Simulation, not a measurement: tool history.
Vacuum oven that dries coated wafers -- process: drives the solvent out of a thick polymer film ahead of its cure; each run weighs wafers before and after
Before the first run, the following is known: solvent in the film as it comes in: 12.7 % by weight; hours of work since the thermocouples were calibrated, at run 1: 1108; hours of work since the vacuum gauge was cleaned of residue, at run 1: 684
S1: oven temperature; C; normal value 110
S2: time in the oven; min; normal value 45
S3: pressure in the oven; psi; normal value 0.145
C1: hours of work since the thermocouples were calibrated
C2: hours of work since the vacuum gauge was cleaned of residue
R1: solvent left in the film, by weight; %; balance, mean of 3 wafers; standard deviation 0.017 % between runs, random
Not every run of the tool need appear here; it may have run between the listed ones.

| run | hour | S1 | S2 | S3 | C1 | C2 | R1 |
|---|---|---|---|---|---|---|---|
| 1 | 0.0 | 110 | 45 | 0.145 | 1108 | 684 | 2.14 |
| 2 | 23.3 | 110 | 45 | 0.145 | 1122 | 698 | 2.09 |
| 3 | 64.7 | 110 | 45 | 0.145 | 1147 | 723 | 2.11 |
| 4 | 95.1 | 110 | 45 | 0.351 | 1165 | 741 | 2.95 |
| 5 | 145.3 | 110 | 45 | 0.099 | 1195 | 772 | 1.93 |
| 6 | 184.2 | 123 | 45 | 0.099 | 1219 | 795 | 0.59 |
| 7 | 217.6 | 123 | 45 | 0.099 | 1239 | 815 | 0.59 |
| 8 | 261.5 | 125 | 45 | 0.084 | 1265 | 842 | 0.45 |
| 9 | 294.5 | 109 | 45 | 0.157 | 1285 | 862 | 2.28 |
| 10 | 318.2 | 113 | 43 | 0.086 | 1300 | 876 | 1.58 |
| 11 | 342.1 | 113 | 24 | 0.173 | 1314 | 890 | 3.68 |

Difference, measured minus no-hidden-state, one row per run. Run-to-run variation is common to both terms; the gauge's own scatter need not be:
The tool's hidden condition here consists of: true wafer temperature over the reading, C; true pressure over the reading, kPa; drift of the gauge itself on solvent_pct, %.
| run | R1 |
|---|---|
| 1 | -0.33 |
| 2 | -0.34 |
| 3 | -0.35 |
| 4 | -0.39 |
| 5 | -0.34 |
| 6 | -0.12 |
| 7 | -0.13 |
| 8 | -0.09 |
| 9 | -0.39 |
| 10 | -0.33 |
| 11 | -0.48 |
